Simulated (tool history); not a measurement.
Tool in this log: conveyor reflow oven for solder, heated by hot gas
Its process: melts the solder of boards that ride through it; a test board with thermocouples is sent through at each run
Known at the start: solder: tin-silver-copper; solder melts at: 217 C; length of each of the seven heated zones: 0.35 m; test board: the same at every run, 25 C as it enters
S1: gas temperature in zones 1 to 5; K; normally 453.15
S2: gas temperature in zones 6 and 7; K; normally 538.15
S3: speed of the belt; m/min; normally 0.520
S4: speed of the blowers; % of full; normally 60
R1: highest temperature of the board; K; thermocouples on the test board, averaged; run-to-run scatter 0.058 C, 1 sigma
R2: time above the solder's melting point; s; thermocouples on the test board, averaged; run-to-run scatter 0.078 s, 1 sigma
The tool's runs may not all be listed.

run 1 hour=0.0 | S1=453.15 S2=538.15 S3=0.520 S4=60 | R1=520.04 R2=57.33
run 2 hour=17.5 | S1=453.15 S2=538.15 S3=0.520 S4=60 | R1=520.04 R2=57.28
run 3 hour=38.4 | S1=453.15 S2=538.15 S3=0.520 S4=60 | R1=519.83 R2=57.00
run 4 hour=54.0 | S1=453.15 S2=538.15 S3=0.520 S4=60 | R1=519.76 R2=57.11
run 5 hour=73.1 | S1=453.15 S2=538.15 S3=0.520 S4=60 | R1=519.69 R2=56.81
run 6 hour=88.1 | S1=450.15 S2=538.15 S3=0.520 S4=60 | R1=518.92 R2=54.84
-- hour=94.2 flux residue cleaned out of gas plates and filters
run 7 hour=109.0 | S1=453.15 S2=538.15 S3=0.520 S4=60 | R1=519.36 R2=56.58
run 8 hour=123.8 | S1=465.15 S2=538.15 S3=0.520 S4=60 | R1=522.12 R2=64.91
-- hour=137.2 flux residue cleaned out of gas plates and filters, once more
run 9 hour=140.4 | S1=453.15 S2=538.15 S3=0.458 S4=60 | R1=524.56 R2=71.07
run 10 hour=151.4 | S1=453.15 S2=538.15 S3=0.458 S4=60 | R1=524.53 R2=71.08
run 11 hour=171.7 | S1=457.15 S2=538.15 S3=0.605 S4=60 | R1=515.64 R2=45.35
run 12 hour=185.1 | S1=457.15 S2=538.15 S3=0.581 S4=73 | R1=521.65 R2=54.61
run 13 hour=205.2 | S1=465.15 S2=535.15 S3=0.581 S4=59 | R1=516.42 R2=52.14
run 14 hour=223.9 | S1=465.15 S2=535.15 S3=0.581 S4=59 | R1=516.29 R2=51.92
run 15 hour=239.3 | S1=452.15 S2=533.15 S3=0.574 S4=69 | R1=515.28 R2=47.27
run 16 hour=255.1 | S1=452.15 S2=533.15 S3=0.574 S4=63 | R1=513.18 R2=44.19
run 17 hour=270.6 | S1=453.15 S2=538.15 S3=0.559 S4=74 | R1=521.77 R2=55.55
run 18 hour=283.3 | S1=444.15 S2=538.15 S3=0.490 S4=86 | R1=527.04 R2=66.09

What if the next run were any one of these 4? Each begins from the tool's condition after run 18:
run A hour=298.2 | S1=461.15 S2=538.15 S3=0.539 S4=78 | R1=? R2=?
run B hour=298.2 | S1=444.15 S2=532.15 S3=0.592 S4=51 | R1=? R2=?
run C hour=298.2 | S1=453.15 S2=546.15 S3=0.508 S4=63 | R1=? R2=?
run D hour=298.2 | S1=444.15 S2=538.15 S3=0.466 S4=86 | R1=? R2=?

run=A R1=525.25 R2=64.49
run=B R1=503.15 R2=25.52
run=C R1=528.37 R2=66.24
run=D R1=528.34 R2=70.84
Take away the tool's hidden state, keep each run's random variation, and the runs would have read:
run=A R1=524.75 R2=63.66
run=B R1=502.63 R2=24.63
run=C R1=527.80 R2=65.22
run=D R1=527.78 R2=69.97

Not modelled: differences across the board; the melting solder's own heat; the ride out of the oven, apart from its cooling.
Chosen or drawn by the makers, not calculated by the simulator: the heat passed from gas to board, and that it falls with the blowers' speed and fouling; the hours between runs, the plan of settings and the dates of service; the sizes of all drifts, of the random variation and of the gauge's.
